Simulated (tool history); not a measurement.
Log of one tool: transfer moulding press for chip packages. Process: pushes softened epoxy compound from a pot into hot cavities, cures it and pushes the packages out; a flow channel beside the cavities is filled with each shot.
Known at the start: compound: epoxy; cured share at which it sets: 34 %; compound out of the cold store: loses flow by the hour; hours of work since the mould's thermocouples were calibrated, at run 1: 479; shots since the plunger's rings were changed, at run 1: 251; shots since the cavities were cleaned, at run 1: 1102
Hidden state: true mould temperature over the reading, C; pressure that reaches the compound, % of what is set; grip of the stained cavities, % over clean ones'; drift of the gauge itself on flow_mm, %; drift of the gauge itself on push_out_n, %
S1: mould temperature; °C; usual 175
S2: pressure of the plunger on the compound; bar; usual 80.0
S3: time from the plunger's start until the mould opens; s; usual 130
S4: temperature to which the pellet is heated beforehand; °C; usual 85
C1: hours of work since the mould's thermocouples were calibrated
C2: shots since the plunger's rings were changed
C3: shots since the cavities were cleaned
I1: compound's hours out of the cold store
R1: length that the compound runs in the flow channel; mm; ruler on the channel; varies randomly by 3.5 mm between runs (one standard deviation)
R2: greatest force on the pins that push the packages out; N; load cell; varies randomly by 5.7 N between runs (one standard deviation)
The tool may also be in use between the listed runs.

run	day	S1	S2	S3	S4	C1	C2	C3	I1	R1	R2
1	0.000	175	80.0	130	85	479	251	1102	44.4	609	352
# day 0.421: cavities cleaned with cleaning compound and waxed
# day 1.971: mould's thermocouples calibrated
2	2.975	175	80.0	130	85	19	969	627	40.6	606	324
# day 5.158: cavities cleaned with cleaning compound and waxed
3	6.592	175	80.0	130	85	85	1869	363	43.4	594	288
# day 9.938: cavities cleaned with cleaning compound and waxed
4	10.667	175	80.0	130	85	160	2886	186	43.3	582	260
5	13.958	175	71.3	130	85	222	3720	1020	22.7	575	364
# day 14.617: cavities cleaned with cleaning compound and waxed
6	15.900	175	71.3	130	85	257	4196	326	46.6	529	284
7	18.654	175	71.3	130	85	308	4893	1023	40.9	525	352
# day 19.396: cavities cleaned with cleaning compound and waxed
# day 22.254: plunger's sealing rings changed
8	22.617	175	71.3	130	85	379	92	790	38.8	586	335
# day 24.242: cavities cleaned with cleaning compound and waxed
9	24.400	181	80.0	130	85	411	527	39	40.7	593	205
10	26.821	181	80.0	130	85	456	1140	652	31.2	601	310
# day 28.812: cavities cleaned with cleaning compound and waxed
# day 29.942: mould's thermocouples calibrated
11	31.038	176	80.0	130	85	20	2172	542	11.1	645	318
# day 33.596: cavities cleaned with cleaning compound and waxed
12	34.929	176	80.0	130	85	92	3143	338	36.0	580	275
# day 38.350: cavities cleaned with cleaning compound and waxed
13	38.350	176	80.0	130	85	155	3994	0	36.7	572	196
14	41.000	176	80.0	130	85	204	4665	671	14.8	604	311
# day 43.125: cavities cleaned with cleaning compound and waxed
15	44.571	176	80.0	130	85	270	5553	366	37.9	547	297
# day 45.488: plunger's sealing rings changed
# day 47.804: cavities cleaned with cleaning compound and waxed
16	47.804	176	80.0	130	85	327	571	0	12.1	666	200
17	49.658	175	80.0	130	91	362	1040	469	46.2	599	319
# day 52.425: cavities cleaned with cleaning compound and waxed
18	53.588	175	80.0	130	94	434	2021	296	30.2	614	280
19	56.162	170	61.4	133	76	482	2673	948	27.9	547	386
# day 57.121: cavities cleaned with cleaning compound and waxed
# day 57.667: mould's thermocouples calibrated
20	58.667	170	61.4	133	76	19	3271	371	20.1	555	318
21	61.429	170	61.4	133	76	70	3971	1071	19.8	547	414

Forecast each of these 4 alternatives for the next run:
# day 61.950: cavities cleaned with cleaning compound and waxed
A	65.554	175	80.0	149	89	146	5000	913	44.6	?	?
# day 61.950: cavities cleaned with cleaning compound and waxed
B	65.554	183	86.0	133	93	146	5000	913	40.1	?	?
# day 61.950: cavities cleaned with cleaning compound and waxed
C	65.554	175	72.8	142	78	146	5000	913	43.7	?	?
# day 61.950: cavities cleaned with cleaning compound and waxed
D	65.554	175	84.0	130	85	146	5000	913	13.9	?	?

run	R1	R2
A	548	329
B	545	343
C	525	343
D	623	360
Stripped of hidden state, with their random variation kept, the same runs would have yielded:
run	R1	R2
A	613	185
B	609	195
C	586	194
D	696	207

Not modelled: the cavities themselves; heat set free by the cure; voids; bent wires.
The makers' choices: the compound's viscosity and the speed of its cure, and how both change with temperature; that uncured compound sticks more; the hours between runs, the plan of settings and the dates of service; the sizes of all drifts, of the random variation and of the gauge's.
